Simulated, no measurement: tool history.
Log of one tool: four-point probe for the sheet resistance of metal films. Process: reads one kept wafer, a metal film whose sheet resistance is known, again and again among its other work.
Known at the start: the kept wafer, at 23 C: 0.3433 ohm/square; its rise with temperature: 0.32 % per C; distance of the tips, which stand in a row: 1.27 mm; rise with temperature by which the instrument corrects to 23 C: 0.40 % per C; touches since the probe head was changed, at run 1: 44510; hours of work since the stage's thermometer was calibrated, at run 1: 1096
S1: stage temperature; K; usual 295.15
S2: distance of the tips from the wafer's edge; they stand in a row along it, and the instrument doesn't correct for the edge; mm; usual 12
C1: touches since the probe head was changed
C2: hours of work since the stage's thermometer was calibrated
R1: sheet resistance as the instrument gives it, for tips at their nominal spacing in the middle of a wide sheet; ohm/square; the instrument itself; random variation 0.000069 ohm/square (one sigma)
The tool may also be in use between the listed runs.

run	hour	S1	S2	C1	C2	R1
1	0.0	295.15	12	44510	1096	0.346584
2	64.3	295.15	12	46619	1127	0.346530
3	105.5	295.15	13	47971	1148	0.346309
4	178.6	298.15	13	50370	1184	0.345338
5	268.4	298.15	13	53317	1229	0.345394
6	305.0	295.15	4	54518	1247	0.362284
7	342.1	295.15	12	55736	1265	0.346709
8	419.4	295.15	12	58272	1304	0.346715
9	462.4	295.15	12	59684	1325	0.346722
10	524.6	293.15	12	61722	1356	0.347246
11	580.5	293.15	12	63557	1384	0.347474
12	639.3	296.15	12	65488	1413	0.346575
13	714.2	299.15	17	67945	1450	0.344725
14	762.9	304.15	4	69542	1474	0.359789
15	801.0	304.15	46	70795	1493	0.342376
16	868.3	300.15	28	73002	1526	0.343874
17	917.4	298.15	28	74613	1551	0.344258
18	974.8	295.15	8	76496	1579	0.349579
19	1021.2	303.15	4	78019	1602	0.360358
20	1074.0	300.15	28	79752	1629	0.343882
21	1157.0	304.15	12	82474	1670	0.344500

5 ways to go on from here, each from the tool as it stands after run 21. What would each give?
A	1244.0	294.15	12	85328	1713	?
B	1244.0	304.15	10	85328	1713	?
C	1244.0	292.15	7	85328	1713	?
D	1244.0	301.15	12	85328	1713	?
E	1244.0	294.15	12	85328	1713	?

run	R1
A	0.347421
B	0.345407
C	0.351920
D	0.345404
E	0.347388
Without the tool's hidden state the same runs would have given:
run	R1
A	0.345928
B	0.343938
C	0.350406
D	0.343930
E	0.345895

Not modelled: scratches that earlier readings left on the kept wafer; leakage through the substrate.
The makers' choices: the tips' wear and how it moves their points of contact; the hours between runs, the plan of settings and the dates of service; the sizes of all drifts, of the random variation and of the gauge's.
